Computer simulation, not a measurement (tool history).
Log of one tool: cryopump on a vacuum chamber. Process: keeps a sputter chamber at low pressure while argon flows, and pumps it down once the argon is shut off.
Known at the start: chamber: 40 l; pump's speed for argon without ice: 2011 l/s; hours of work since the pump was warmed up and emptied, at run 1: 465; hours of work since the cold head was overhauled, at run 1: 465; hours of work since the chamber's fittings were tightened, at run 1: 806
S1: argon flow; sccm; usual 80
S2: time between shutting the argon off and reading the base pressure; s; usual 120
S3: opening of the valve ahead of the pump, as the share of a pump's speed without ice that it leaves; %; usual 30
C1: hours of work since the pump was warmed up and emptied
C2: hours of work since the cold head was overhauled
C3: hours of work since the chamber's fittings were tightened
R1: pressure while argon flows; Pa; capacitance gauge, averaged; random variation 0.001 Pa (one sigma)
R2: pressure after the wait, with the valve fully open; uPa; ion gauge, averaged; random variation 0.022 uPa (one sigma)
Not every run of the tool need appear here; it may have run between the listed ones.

| run | day | S1 | S2 | S3 | C1 | C2 | C3 | R1 | R2 |
|---|---|---|---|---|---|---|---|---|---|
| 1 | 0 | 80 | 120 | 30 | 465 | 465 | 806 | 0.2295 | 0.85 |
| 2 | 1.179 | 80 | 120 | 30 | 478 | 478 | 819 | 0.2321 | 0.86 |
| 3 | 2.717 | 80 | 120 | 30 | 495 | 495 | 836 | 0.2307 | 0.88 |
| 4 | 3.571 | 80 | 120 | 30 | 504 | 504 | 845 | 0.2325 | 0.89 |
| 5 | 5.138 | 43 | 120 | 30 | 522 | 522 | 863 | 0.1239 | 0.9 |
| 6 | 6.221 | 35 | 120 | 30 | 534 | 534 | 875 | 0.1034 | 0.86 |
| 7 | 7.1 | 35 | 120 | 30 | 544 | 544 | 885 | 0.1012 | 0.88 |
| 8 | 8.004 | 80 | 120 | 17 | 554 | 554 | 895 | 0.4044 | 0.91 |
| 9 | 9.425 | 80 | 120 | 17 | 569 | 569 | 910 | 0.408 | 0.92 |
| 10 | 10.95 | 80 | 120 | 30 | 586 | 586 | 927 | 0.2325 | 0.94 |
| 11 | 11.933 | 80 | 120 | 30 | 597 | 597 | 938 | 0.2335 | 0.92 |
| 12 | 13.454 | 80 | 120 | 30 | 614 | 614 | 955 | 0.2328 | 0.95 |
| 13 | 14.196 | 80 | 120 | 30 | 622 | 622 | 963 | 0.2347 | 0.96 |
| 14 | 15.038 | 80 | 120 | 30 | 632 | 632 | 973 | 0.2337 | 0.97 |
| 15 | 15.888 | 80 | 120 | 30 | 641 | 641 | 982 | 0.2342 | 0.91 |
| 16 | 17.162 | 80 | 120 | 30 | 655 | 655 | 996 | 0.2339 | 0.93 |
| 17 | 18.533 | 61 | 214 | 56 | 671 | 671 | 1012 | 0.1004 | 0.78 |
| 18 | 19.846 | 61 | 214 | 56 | 685 | 685 | 1026 | 0.1009 | 0.78 |
| 19 | 21.483 | 62 | 47 | 24 | 703 | 703 | 1044 | 0.2254 | 1.58 |
| 20 | 22.892 | 48 | 47 | 24 | 719 | 719 | 1060 | 0.1752 | 1.62 |
| 21 | 24.246 | 53 | 32 | 24 | 734 | 734 | 1075 | 0.1935 | 2.11 |
| 22 | 25.5 | 53 | 32 | 24 | 748 | 748 | 1089 | 0.1927 | 2.14 |
| 23 | 26.688 | 53 | 32 | 24 | 761 | 761 | 1102 | 0.1918 | 2.09 |
| 24 | 28.204 | 58 | 56 | 24 | 778 | 778 | 1119 | 0.2121 | 1.45 |
| 25 | 29.371 | 58 | 110 | 22 | 791 | 791 | 1132 | 0.2314 | 1.11 |
| 26 | 30.404 | 58 | 110 | 22 | 803 | 803 | 1144 | 0.2287 | 1.04 |
| 27 | 32.017 | 154 | 61 | 30 | 820 | 820 | 1161 | 0.4567 | 1.44 |
| 28 | 32.758 | 117 | 83 | 19 | 829 | 829 | 1170 | 0.5352 | 1.25 |

The next listed run, before its measurement:
| 29 | 33.892 | 69 | 120 | 31 | 841 | 841 | 1182 | ? | ? |

R1: 0.1995 Pa
R2: 1.03 uPa
On a tool with no hidden condition, and with the same random variation, this run would have come out at R1 0.1882 Pa, R2 0.53 uPa.
